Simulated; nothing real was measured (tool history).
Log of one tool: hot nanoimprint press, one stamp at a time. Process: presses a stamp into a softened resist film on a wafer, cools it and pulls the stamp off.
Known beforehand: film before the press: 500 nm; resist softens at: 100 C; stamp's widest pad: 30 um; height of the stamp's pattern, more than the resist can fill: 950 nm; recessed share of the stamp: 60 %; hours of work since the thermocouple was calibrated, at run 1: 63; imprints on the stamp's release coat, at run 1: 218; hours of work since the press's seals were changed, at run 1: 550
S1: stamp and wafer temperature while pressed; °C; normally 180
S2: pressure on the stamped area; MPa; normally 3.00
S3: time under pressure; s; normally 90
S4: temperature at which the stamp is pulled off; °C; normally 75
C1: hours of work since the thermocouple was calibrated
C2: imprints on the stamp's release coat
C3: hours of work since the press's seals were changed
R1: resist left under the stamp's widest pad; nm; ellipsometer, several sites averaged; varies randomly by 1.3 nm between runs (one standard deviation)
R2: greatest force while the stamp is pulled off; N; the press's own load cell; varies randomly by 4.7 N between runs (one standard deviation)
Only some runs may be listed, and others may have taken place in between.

run   hour   S1    S2   S3  S4   C1    C2   C3     R1   R2
  1    0.0  180  3.00   90  75   63   218  550  205.3  214
  2   17.5  180  3.81   90  75   76   280  563  180.6  234
  3   33.9  180  3.81   90  75   88   338  575  180.5  228
  4   54.1  180  3.81   90  75  102   409  590  181.1  228
  5   62.7  180  3.00   90  75  108   439  596  207.8  235
  6   74.9  180  3.00   90  75  117   482  605  203.9  228
  7   85.9  180  3.00   90  75  125   521  613  203.8  225
  8  104.2  180  3.00   90  75  139   586  626  204.8  234
  9  121.4  190  3.00   90  75  151   646  638  135.0  223
 10  139.9  190  3.00   90  75  164   711  652  137.0  229
 11  159.6  180  3.00   90  74  179   781  666  206.1  227
 12  175.6  180  3.00   90  74  190   837  678  203.8  237
 13  191.4  180  3.00  160  75  202   893  689  163.3  228
 14  205.8  180  3.00  160  75  212   944  699  165.9  227
     221.4  -- press's hydraulic seals changed and the load cell set to zero
 15  224.5  180  3.00   90  75  220   981    2  203.0  233
 16  238.8  180  3.00   90  75  230  1032   13  205.9  235
 17  251.5  180  3.00   90  68  240  1077   22  203.9  241
 18  263.0  180  3.00   90  68  248  1117   30  202.8  246
 19  282.0  178  3.00   90  67  262  1184   44  222.7  249
 20  301.0  169  3.48   98  65  275  1251   58  294.0  245
 21  310.9  184  2.90   98  65  283  1286   65  172.8  254
     317.7  -- plate thermocouple calibrated
 22  331.3  180  3.07   50  75   10  1347   78  248.9  239
 23  345.6  180  3.07   50  75   20  1398   88  247.2  226
     359.9  -- stamp cleaned and given a new release coat
 24  369.8  180  3.07   50  75   33    35  101  252.8  233
 25  389.0  180  2.97   52  75   47   102  115  249.8  223
 26  401.2  189  1.84   74  75   56   145  124  198.2  229
 27  420.1  180  3.00   86  75   70   212  138  208.1  233
 28  439.2  184  3.00   90  75   84   279  151  172.9  236
 29  455.3  184  3.00   90  75   95   336  163  171.8  233
 30  472.7  170  3.00   90  75  108   398  176  306.7  220

What if the next run were any one of these 3? Each begins from the tool's condition after run 30:
  A  481.4  180  3.00  52  81  114  428  182   ?   ?
  B  481.4  185  3.79  90  75  114  428  182   ?   ?
  C  481.4  174  1.98  90  75  114  428  182   ?   ?

run     R1   R2
  A  248.4  219
  B  147.8  238
  C  315.2  223
The same runs, with their run-to-run variation unchanged, on a tool lacking any hidden condition would have given:
run     R1   R2
  A  248.6  219
  B  147.9  237
  C  315.4  222

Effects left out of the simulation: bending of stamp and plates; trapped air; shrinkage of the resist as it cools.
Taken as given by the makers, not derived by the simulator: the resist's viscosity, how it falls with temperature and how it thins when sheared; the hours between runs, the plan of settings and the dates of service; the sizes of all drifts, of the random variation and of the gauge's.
